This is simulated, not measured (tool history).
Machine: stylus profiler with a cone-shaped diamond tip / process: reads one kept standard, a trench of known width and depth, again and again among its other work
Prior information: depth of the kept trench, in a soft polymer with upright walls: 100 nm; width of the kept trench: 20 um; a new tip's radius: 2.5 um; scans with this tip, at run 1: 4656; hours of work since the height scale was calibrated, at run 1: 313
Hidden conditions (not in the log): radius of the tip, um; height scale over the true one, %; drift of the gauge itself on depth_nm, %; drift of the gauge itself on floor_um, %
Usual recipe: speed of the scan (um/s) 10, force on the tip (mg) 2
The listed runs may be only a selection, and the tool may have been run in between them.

run	hour	speed of the scan (um/s)	force on the tip (mg)	scans with this tip	hours of work since the height scale was calibrated	depth of the trench (nm)	width of the trench's floor (nm)
1	0	10	2	4656	313	100.58	18330
2	6.8	13	2	4710	317	100.61	18340
3	18.4	13	2	4803	323	100.54	18310
4	30.8	10	2	4902	330	100.68	18320
5	42.4	10	0.98	4995	336	100.17	18310
6	52.6	10	2	5076	341	100.68	18330
7	61.5	21	2	5147	346	100.64	18280
8	72.2	10	3.15	5233	352	100.93	18320
9	86.7	10	3.15	5348	360	100.86	18340
10	99.2	10	0.67	5449	366	100.26	18280
11	110.9	3	2	5542	373	100.56	18330
12	117.8	3	2	5597	376	100.6	18370
13	132.3	3	3.35	5713	384	100.81	18360
14	146.4	10	2	5825	392	100.68	18300
15	152.8	10	2	5876	395	100.53	18270
16	167.6	10	2	5995	403	100.62	18280
17	178	10	2	6078	409	100.56	18250
18	185.4	10	4.46	6137	413	101.2	18310
19	193.8	6	2	6205	417	100.49	18300
20	202.9	10	2	6277	422	100.59	18350
21	209.5	10	2	6329	426	100.57	18310
22	216.7	10	2	6387	430	100.55	18260
23	229.4	10	2	6489	436	100.48	18300
24	239.1	10	2	6566	442	100.62	18250
25	254.6	10	1.24	6690	450	100.34	18270
# hour 256: height scale calibrated on a step standard
26	269.3	10	1.24	6804	7	100.29	18280
27	282.1	2	1.3	6906	14	100.41	18310
28	296.4	22	3.2	7020	22	100.77	18240
29	310.9	3	3.54	7136	29	100.88	18310
30	322.7	3	3.54	7230	36	100.9	18330
31	334.1	3	3.54	7321	42	100.91	18310
32	346	40	0.7	7416	48	100.2	17900
# hour 348.3: height scale calibrated on a step standard, once more
33	356.1	6	3.84	7493	4	101.11	18240
34	363.8	16	0.95	7555	8	100.6	18200
35	371	2	2.5	7613	12	100.79	18280
36	378.5	23	3.7	7672	16	100.97	18170
37	389.1	39	3.52	7757	22	101.09	18160
38	402.2	9	4.24	7862	29	101.28	18240
39	414.1	8	1.16	7957	35	100.49	18220
40	422	23	2.48	8020	40	100.94	18170
41	436.3	23	2.48	8134	47	100.82	18180
42	446.6	23	2.48	8216	53	100.95	18170
43	459.1	26	1.11	8317	60	100.47	18120
44	468.5	2	3.3	8391	65	100.97	18270
45	481.8	3	1.77	8498	72	100.68	18250
46	491.9	13	1.77	8579	77	100.62	18230

Predict each of these 3 candidate next runs independently; none follows another, all start after run 46:
A	503.9	4	2	8674	84	?	?
B	503.9	10	0.79	8674	84	?	?
C	503.9	3	1.35	8674	84	?	?

run	depth of the trench (nm)	width of the trench's floor (nm)
A	100.74	18290
B	100.18	18170
C	100.52	18230
Without the tool's unlogged condition, the same runs would have read:
run	depth of the trench (nm)	width of the trench's floor (nm)
A	100.76	18610
B	100.19	18500
C	100.54	18560

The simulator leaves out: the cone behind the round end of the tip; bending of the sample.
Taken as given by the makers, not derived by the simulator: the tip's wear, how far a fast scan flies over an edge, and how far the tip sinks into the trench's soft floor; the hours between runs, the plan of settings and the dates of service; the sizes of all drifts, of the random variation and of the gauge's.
